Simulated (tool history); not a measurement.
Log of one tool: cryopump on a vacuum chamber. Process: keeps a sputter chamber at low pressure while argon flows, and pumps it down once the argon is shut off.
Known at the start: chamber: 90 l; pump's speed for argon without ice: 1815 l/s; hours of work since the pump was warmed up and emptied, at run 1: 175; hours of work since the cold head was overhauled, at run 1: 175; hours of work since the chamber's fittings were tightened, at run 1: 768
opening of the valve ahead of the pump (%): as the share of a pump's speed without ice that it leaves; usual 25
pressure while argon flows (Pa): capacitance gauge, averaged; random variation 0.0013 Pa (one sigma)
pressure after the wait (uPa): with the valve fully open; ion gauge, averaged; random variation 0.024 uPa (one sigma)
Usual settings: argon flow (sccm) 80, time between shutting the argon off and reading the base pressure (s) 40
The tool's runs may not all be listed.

run	day	argon flow (sccm)	time between shutting the argon off and reading the base pressure (s)	opening of the valve ahead of the pump (%)	hours of work since the pump was warmed up and emptied	hours of work since the cold head was overhauled	hours of work since the chamber's fittings were tightened	pressure while argon flows (Pa)	pressure after the wait (uPa)
1	0.000	80	40	25	175	175	768	0.3005	1.65
2	0.471	80	40	25	183	183	776	0.3017	1.65
3	0.962	80	40	25	191	191	784	0.3011	1.68
4	1.733	80	40	25	204	204	797	0.3005	1.67
5	2.117	80	21	25	211	211	804	0.2996	2.30
6	2.692	80	40	25	220	220	814	0.3004	1.65
7	3.150	80	84	25	228	228	821	0.3008	1.35
8	3.462	80	84	25	233	233	827	0.3008	1.34
9	3.896	73	40	25	241	241	834	0.2758	1.62
10	4.558	73	40	25	252	252	845	0.2730	1.73
11	5.008	80	40	44	260	260	853	0.1745	1.76
12	5.762	80	40	44	272	272	866	0.1726	1.79
13	6.362	80	40	44	283	283	876	0.1741	1.76
14	6.908	80	125	44	292	292	885	0.1715	1.32
15	7.238	80	40	25	297	297	891	0.3024	1.74
16	7.846	80	40	25	308	308	901	0.3042	1.77
17	8.225	80	40	52	314	314	908	0.1473	1.79
18	8.679	80	40	25	322	322	915	0.3035	1.80
19	9.308	80	40	34	333	333	926	0.2252	1.81
20	10.058	83	40	43	345	345	939	0.1836	1.79
21	10.704	83	40	43	356	356	950	0.1852	1.86
22	11.412	90	40	20	368	368	962	0.4229	1.89
23	12.075	90	40	20	380	380	973	0.4270	1.92
24	12.846	76	30	19	393	393	986	0.3795	2.19
25	13.558	76	30	19	405	405	998	0.3805	2.17
26	14.058	76	93	22	413	413	1006	0.3256	1.51
27	14.562	76	93	22	422	422	1015	0.3287	1.54
28	15.221	80	130	18	433	433	1026	0.4202	1.45
29	15.833	80	46	27	443	443	1037	0.2833	1.82
30	16.471	80	25	44	454	454	1047	0.1755	2.41
31	17.075	79	25	32	464	464	1058	0.2348	2.48
32	17.800	38	25	18	477	477	1070	0.1983	2.44

Forecast each of these 3 alternatives for the next run:
A	18.267	80	28	25	485	485	1078	?	?
B	18.267	66	41	59	485	485	1078	?	?
C	18.267	143	40	37	485	485	1078	?	?

run	pressure while argon flows (Pa)	pressure after the wait (uPa)
A	0.3033	2.33
B	0.1091	2.02
C	0.3735	1.97
Without the tool's hidden state the same runs would have given:
run	pressure while argon flows (Pa)	pressure after the wait (uPa)
A	0.2966	1.19
B	0.1036	0.86
C	0.3615	0.84

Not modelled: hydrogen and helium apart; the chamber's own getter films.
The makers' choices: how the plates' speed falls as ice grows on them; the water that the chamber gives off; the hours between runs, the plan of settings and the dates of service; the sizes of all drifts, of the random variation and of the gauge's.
